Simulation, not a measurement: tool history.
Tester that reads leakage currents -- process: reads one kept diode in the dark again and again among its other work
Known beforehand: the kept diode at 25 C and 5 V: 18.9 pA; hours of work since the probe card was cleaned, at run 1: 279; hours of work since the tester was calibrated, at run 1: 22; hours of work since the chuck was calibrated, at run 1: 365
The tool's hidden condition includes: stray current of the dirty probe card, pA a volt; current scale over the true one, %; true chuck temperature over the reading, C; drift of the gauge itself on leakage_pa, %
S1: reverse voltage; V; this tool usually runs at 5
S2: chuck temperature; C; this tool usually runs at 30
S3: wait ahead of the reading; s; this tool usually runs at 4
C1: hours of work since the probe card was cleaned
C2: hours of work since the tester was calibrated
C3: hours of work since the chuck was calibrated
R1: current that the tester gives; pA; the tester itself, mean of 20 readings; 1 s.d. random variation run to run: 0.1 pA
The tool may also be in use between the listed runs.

| run | hour | S1 | S2 | S3 | C1 | C2 | C3 | R1 |
|---|---|---|---|---|---|---|---|---|
| 1 | 0 | 5 | 30 | 4 | 279 | 22 | 365 | 33.68 |
| 2 | 58 | 5 | 30 | 4 | 304 | 46 | 389 | 33.8 |
| 3 | 104.4 | 5 | 30 | 4 | 323 | 66 | 409 | 34.22 |
| 4 | 173.2 | 5 | 30 | 4 | 352 | 94 | 438 | 34.42 |
| 5 | 215.2 | 5 | 30 | 4 | 370 | 112 | 456 | 34.7 |
| 6 | 255 | 5 | 33 | 4 | 386 | 129 | 472 | 44.55 |
| 7 | 328.3 | 5 | 33 | 4 | 417 | 160 | 503 | 44.65 |
| 8 | 392.4 | 5.79 | 30 | 4 | 444 | 187 | 530 | 38.89 |
| 9 | 444.4 | 5 | 52 | 4 | 466 | 208 | 552 | 202.69 |
| 10 | 513.2 | 5 | 30 | 4.18 | 495 | 237 | 581 | 36.2 |
| 11 | 574.7 | 5.1 | 30 | 4 | 521 | 263 | 607 | 36.91 |
| 12 | 616 | 5 | 30 | 4 | 538 | 281 | 624 | 36.53 |
| 13 | 663 | 5 | 30 | 1.66 | 558 | 300 | 644 | 37.03 |
| 14 | 707.1 | 5 | 30 | 1.66 | 576 | 319 | 662 | 37.2 |
| 15 | 742.3 | 5 | 30 | 4 | 591 | 334 | 677 | 37.27 |
| 16 | 809.7 | 5 | 30 | 4 | 620 | 362 | 705 | 37.34 |
| 17 | 840.6 | 5 | 30 | 0.36 | 633 | 375 | 718 | 39.65 |
| 18 | 900.3 | 5 | 30 | 0.36 | 658 | 400 | 744 | 40.19 |
| 19 | 948.8 | 5 | 29 | 4 | 678 | 421 | 764 | 35.49 |
| 20 | 981.8 | 5 | 39 | 4 | 692 | 434 | 778 | 76.14 |
|  | 987.7 | tester calibrated |
| 21 | 1043 | 18.43 | 51 | 0.58 | 717 | 23 | 803 | 400.31 |
| 22 | 1079.2 | 18.43 | 51 | 0.58 | 732 | 38 | 818 | 400.64 |
| 23 | 1125.1 | 2.83 | 40 | 2.24 | 751 | 58 | 837 | 60.65 |
| 24 | 1159.7 | 1.05 | 40 | 2.24 | 766 | 72 | 852 | 34.83 |
| 25 | 1199.5 | 5 | 22 | 4.36 | 783 | 89 | 869 | 22.63 |
| 26 | 1246 | 7.46 | 32 | 5.76 | 802 | 109 | 888 | 58.43 |
|  | 1255.1 | tester calibrated, once more |
| 27 | 1319.5 | 3.79 | 32 | 5.38 | 832 | 27 | 918 | 38.91 |
| 28 | 1395.8 | 2.09 | 24 | 0.87 | 864 | 59 | 950 | 15.41 |
| 29 | 1463.2 | 2.09 | 24 | 0.87 | 893 | 87 | 979 | 15.52 |
| 30 | 1504 | 11.1 | 24 | 4 | 910 | 105 | 996 | 47.42 |
| 31 | 1572.2 | 7.09 | 21 | 6.05 | 938 | 133 | 1024 | 29.15 |
| 32 | 1625.3 | 7.09 | 21 | 6.05 | 961 | 156 | 1047 | 29.43 |
| 33 | 1683.3 | 7.09 | 21 | 6.05 | 985 | 180 | 1071 | 29.86 |
| 34 | 1749.3 | 5 | 31 | 4 | 1013 | 208 | 1099 | 44.75 |
| 35 | 1786.6 | 5 | 20 | 4 | 1029 | 223 | 1114 | 22.35 |
| 36 | 1827.4 | 5 | 53 | 4 | 1046 | 241 | 1132 | 229.67 |
| 37 | 1867.2 | 6.85 | 22 | 4 | 1062 | 257 | 1148 | 31.79 |
| 38 | 1934.2 | 1.56 | 34 | 1.36 | 1091 | 285 | 1177 | 28.31 |
| 39 | 1976.1 | 1.56 | 34 | 1.36 | 1108 | 303 | 1194 | 28.3 |

Entry by entry between the runs, the difference in hidden state between the last listed run before and the first listed run after:
After run 20, before run 21: tester calibrated (hour 987.7)
  stray current of the dirty probe card, pA a volt: 1.274 -> 1.317; current scale over the true one, %: 0.19 -> 0.21; true chuck temperature over the reading, C: 0.69 -> 0.71
  measured less the result without the state, R1: +10.34 -> +44.8 pA
After run 26, before run 27: tester calibrated, once more (hour 1255.1)
  stray current of the dirty probe card, pA a volt: 1.471 -> 1.526; current scale over the true one, %: 0.24 -> -0.1; true chuck temperature over the reading, C: 0.77 -> 0.79
  measured less the result without the state, R1: +14.06 -> +7.92 pA
